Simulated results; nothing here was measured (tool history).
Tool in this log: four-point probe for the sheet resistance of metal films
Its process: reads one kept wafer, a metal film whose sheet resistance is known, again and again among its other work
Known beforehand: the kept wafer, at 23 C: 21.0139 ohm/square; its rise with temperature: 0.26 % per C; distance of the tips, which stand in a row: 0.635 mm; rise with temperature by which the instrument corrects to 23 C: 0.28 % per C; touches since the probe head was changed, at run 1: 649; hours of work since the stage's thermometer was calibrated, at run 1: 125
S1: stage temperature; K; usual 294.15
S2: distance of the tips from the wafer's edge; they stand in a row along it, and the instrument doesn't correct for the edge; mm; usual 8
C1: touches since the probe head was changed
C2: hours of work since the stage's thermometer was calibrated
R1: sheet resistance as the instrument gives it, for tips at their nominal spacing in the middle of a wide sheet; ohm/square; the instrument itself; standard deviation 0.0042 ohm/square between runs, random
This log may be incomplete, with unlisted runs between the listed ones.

run,day,S1,S2,C1,C2,R1
1,0.000,294.15,8,649,125,21.100784
2,2.404,294.15,8,4001,168,21.097687
3,4.846,294.15,8,7413,213,21.109292
4,6.617,294.15,8,9881,244,21.112779
5,8.125,294.15,8,11984,272,21.106469
6,10.533,295.15,8,15348,315,21.116988
7,11.925,295.15,8,17287,340,21.120029
8,13.142,295.15,8,18989,362,21.117776
9,15.254,304.15,8,21936,400,21.087744
10,17.008,294.15,8,24383,432,21.130205
11,19.283,293.15,3,27554,473,21.567660
12,21.979,300.15,33,31317,522,21.053073
13,24.117,305.15,55,34304,560,21.034234
14,25.229,305.15,55,35855,580,21.028464
15,27.667,305.15,55,39257,624,21.038280
16,30.092,305.15,55,42636,668,21.054178
17,32.604,299.15,16,46144,713,21.091044
18,34.917,302.15,3,49374,755,21.561234
19,36.662,302.15,3,51810,787,21.570897

Forecast each of these 5 alternatives for the next run:
A,37.996,304.15,14,53668,811,?
B,37.996,302.15,30,53668,811,?
C,37.996,294.15,4,53668,811,?
D,37.996,300.15,45,53668,811,?
E,37.996,302.15,8,53668,811,?

run,R1
A,21.095901
B,21.082299
C,21.393743
D,21.085530
E,21.157049
What these runs would have given with no unlogged condition in the tool:
run,R1
A,21.011198
B,20.997613
C,21.307749
D,21.000797
E,21.072082
